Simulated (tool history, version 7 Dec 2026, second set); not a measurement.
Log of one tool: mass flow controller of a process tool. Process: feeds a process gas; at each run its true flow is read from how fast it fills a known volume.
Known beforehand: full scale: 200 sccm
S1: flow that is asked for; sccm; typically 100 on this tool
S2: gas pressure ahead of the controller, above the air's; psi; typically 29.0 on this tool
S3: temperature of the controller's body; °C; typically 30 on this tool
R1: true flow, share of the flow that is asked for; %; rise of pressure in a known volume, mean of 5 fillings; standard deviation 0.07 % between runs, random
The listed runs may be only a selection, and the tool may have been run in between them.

| run | hour | S1 | S2 | S3 | R1 |
|---|---|---|---|---|---|
| 1 | 0.0 | 100 | 29.0 | 30 | 103.25 |
| 2 | 237.8 | 100 | 29.0 | 23 | 102.85 |
| 3 | 369.8 | 100 | 29.0 | 23 | 102.89 |
| 4 | 573.8 | 100 | 29.0 | 23 | 102.99 |
| 5 | 717.5 | 100 | 25.1 | 23 | 102.86 |
| 6 | 1025.2 | 100 | 25.7 | 30 | 103.58 |
| 7 | 1343.0 | 100 | 25.7 | 30 | 103.74 |
| 8 | 1653.2 | 100 | 29.0 | 30 | 103.94 |
| 9 | 1860.6 | 100 | 29.0 | 30 | 104.00 |
| 10 | 2174.9 | 100 | 29.0 | 30 | 104.12 |
| 11 | 2324.6 | 100 | 29.0 | 30 | 104.38 |
| 12 | 2535.0 | 100 | 29.0 | 30 | 104.38 |
|  | 2633.1 | controller exchanged for a calibrated one |
| 13 | 2682.4 | 100 | 29.0 | 30 | 99.36 |
| 14 | 2959.7 | 100 | 29.0 | 30 | 99.52 |
| 15 | 3275.1 | 100 | 29.0 | 30 | 99.43 |
| 16 | 3503.0 | 100 | 29.0 | 30 | 99.82 |
| 17 | 3758.7 | 100 | 29.0 | 30 | 99.73 |
| 18 | 4025.0 | 46 | 20.9 | 30 | 99.22 |
| 19 | 4181.4 | 46 | 20.9 | 30 | 99.38 |
| 20 | 4475.0 | 22 | 31.2 | 20 | 99.42 |
| 21 | 4752.2 | 100 | 35.8 | 23 | 99.98 |
|  | 4774.3 | controller's zero set anew |
| 22 | 5030.5 | 100 | 35.8 | 23 | 100.03 |
| 23 | 5278.1 | 125 | 27.1 | 24 | 100.13 |
| 24 | 5487.7 | 47 | 29.0 | 30 | 100.34 |
| 25 | 5805.6 | 47 | 29.0 | 30 | 100.45 |
| 26 | 6025.2 | 195 | 26.4 | 30 | 101.25 |
| 27 | 6279.0 | 45 | 29.0 | 21 | 100.10 |
|  | 6331.2 | controller's zero set anew, once more |
| 28 | 6548.2 | 45 | 30.5 | 28 | 100.03 |
| 29 | 6837.1 | 45 | 30.5 | 28 | 100.27 |
| 30 | 7081.7 | 64 | 26.7 | 27 | 100.27 |
| 31 | 7343.2 | 128 | 24.8 | 38 | 101.71 |
| 32 | 7541.9 | 29 | 22.9 | 23 | 99.86 |

Alternative continuations, all from the tool just after run 32; predict every row:
| A | 7859.8 | 100 | 29.0 | 32 | ? |
| B | 7859.8 | 112 | 32.8 | 23 | ? |
| C | 7859.8 | 29 | 28.0 | 23 | ? |

| run | R1 |
|---|---|
| A | 101.26 |
| B | 100.75 |
| C | 100.10 |
Had the tool no hidden state, the same runs would have come out as:
| run | R1 |
|---|---|
| A | 99.60 |
| B | 99.11 |
| C | 98.01 |
